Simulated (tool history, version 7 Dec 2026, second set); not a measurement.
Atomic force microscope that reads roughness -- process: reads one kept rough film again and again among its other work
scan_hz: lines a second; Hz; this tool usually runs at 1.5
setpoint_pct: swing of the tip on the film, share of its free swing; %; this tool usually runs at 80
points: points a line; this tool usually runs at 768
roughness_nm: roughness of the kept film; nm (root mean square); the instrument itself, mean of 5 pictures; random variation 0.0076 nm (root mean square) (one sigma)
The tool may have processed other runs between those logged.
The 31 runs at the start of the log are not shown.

run	day	scan_hz	setpoint_pct	points	roughness_nm
# day 68.492: new tip fitted
32	68.562	0.54	67	832	1.814
33	69.946	0.58	67	832	1.712
34	72.121	1.5	72	982	1.507
35	74.638	1.5	72	982	1.407
# day 74.821: new tip fitted
36	77.7	0.93	85	768	1.524
37	79.608	1.5	60	768	1.548
# day 81.225: new tip fitted
38	81.921	1.5	89	485	1.456
39	83.7	0.53	62	443	1.719
40	85.738	0.86	56	521	1.614
# day 87.638: new tip fitted
41	87.671	0.86	56	996	1.821
42	89.771	0.55	68	994	1.697
43	92.629	0.73	60	994	1.575

What if the next run were any one of these 3? Each begins from the tool's condition after run 43:
# day 94.154: new tip fitted
A	94.508	1.3	60	757	?
# day 94.154: new tip fitted
B	94.508	0.73	83	994	?
# day 94.154: new tip fitted
C	94.508	0.78	66	652	?

run	roughness_nm
A	1.749
B	1.694
C	1.77
With no hidden state in the tool, these same runs would have given:
run	roughness_nm
A	1.777
B	1.721
C	1.799
